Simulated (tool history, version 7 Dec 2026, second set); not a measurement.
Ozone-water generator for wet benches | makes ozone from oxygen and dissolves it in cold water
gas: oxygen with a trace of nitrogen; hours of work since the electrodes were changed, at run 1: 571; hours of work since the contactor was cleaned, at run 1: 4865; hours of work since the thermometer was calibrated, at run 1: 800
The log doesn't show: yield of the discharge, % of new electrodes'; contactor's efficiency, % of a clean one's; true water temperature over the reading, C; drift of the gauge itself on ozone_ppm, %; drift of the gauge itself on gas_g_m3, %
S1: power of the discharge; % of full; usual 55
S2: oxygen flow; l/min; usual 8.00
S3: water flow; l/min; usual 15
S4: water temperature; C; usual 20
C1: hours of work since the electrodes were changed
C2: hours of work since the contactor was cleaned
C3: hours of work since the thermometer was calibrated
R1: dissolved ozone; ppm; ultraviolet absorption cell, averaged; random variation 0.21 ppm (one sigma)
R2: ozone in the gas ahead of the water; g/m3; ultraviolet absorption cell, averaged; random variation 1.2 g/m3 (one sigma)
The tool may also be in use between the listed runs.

run,hour,S1,S2,S3,S4,C1,C2,C3,R1,R2
1,0.0,55,8.00,15,20,571,4865,800,28.2,224.6
2,28.5,55,8.16,15,20,598,4892,827,28.1,221.7
3,62.0,55,8.16,15,20,629,4923,858,28.1,220.2
4,98.3,65,8.00,15,20,663,4957,892,31.7,251.1
5,124.2,55,8.00,22,20,687,4981,916,22.5,223.5
6,162.2,55,8.00,15,20,723,5017,951,28.3,225.5
7,190.1,55,8.00,17,20,749,5043,977,26.3,221.0
8,219.3,55,8.00,17,20,776,5070,1005,26.4,223.1
9,261.0,55,8.00,17,20,815,5109,1044,26.3,222.8
10,293.5,55,8.00,17,20,845,5139,1074,26.6,225.5
11,318.9,55,8.00,17,20,869,5163,1097,26.2,224.0
12,357.5,55,8.00,17,20,905,5199,1133,26.3,223.9
13,393.2,55,8.00,17,20,938,5232,1167,26.3,223.3
14,417.6,55,8.00,17,20,961,5255,1189,26.0,224.5
15,457.3,55,8.00,17,20,997,5292,1226,26.2,222.8
# hour 461.3: water thermometer calibrated
16,494.4,55,8.00,15,20,1032,5326,31,27.9,226.3
17,528.9,78,8.00,15,20,1064,5358,63,35.8,286.4
18,553.4,55,8.00,11,20,1087,5381,86,33.0,224.4
# hour 560.0: water thermometer calibrated, once more
19,582.4,55,8.00,11,20,1113,5407,21,32.6,221.9
20,616.3,55,8.00,11,20,1145,5439,52,32.6,223.8
21,649.2,55,8.00,13,28,1175,5469,83,25.4,223.1
22,667.1,46,6.67,15,24,1192,5486,100,23.8,221.0
23,690.7,55,8.00,21,12,1214,5508,122,25.9,222.9
24,716.9,42,8.00,15,18,1239,5533,146,24.4,182.9
25,752.3,55,8.00,14,20,1272,5566,179,29.3,225.4
26,772.7,55,8.00,14,20,1291,5585,198,29.3,222.0
27,814.7,55,6.58,15,20,1330,5624,237,29.4,249.5
28,840.3,98,8.00,15,24,1353,5648,261,39.0,335.2
29,879.5,54,5.05,15,16,1390,5684,298,32.5,294.7
30,920.9,54,5.05,15,16,1429,5723,336,32.7,292.1
31,951.9,54,5.05,15,16,1458,5752,365,32.7,292.8
32,986.5,72,5.05,15,12,1490,5784,398,42.1,358.1

Forecast each of these 3 alternatives for the next run:
A,1012.7,57,8.00,14,20,1514,5808,422,?,?
B,1012.7,43,13.74,18,20,1514,5808,422,?,?
C,1012.7,72,5.05,15,18,1514,5808,422,?,?

run,R1,R2
A,29.9,230.5
B,17.7,133.9
C,38.6,361.1
Without the tool's hidden state the same runs would have given:
run,R1,R2
A,32.5,233.9
B,19.3,135.4
C,42.1,367.7

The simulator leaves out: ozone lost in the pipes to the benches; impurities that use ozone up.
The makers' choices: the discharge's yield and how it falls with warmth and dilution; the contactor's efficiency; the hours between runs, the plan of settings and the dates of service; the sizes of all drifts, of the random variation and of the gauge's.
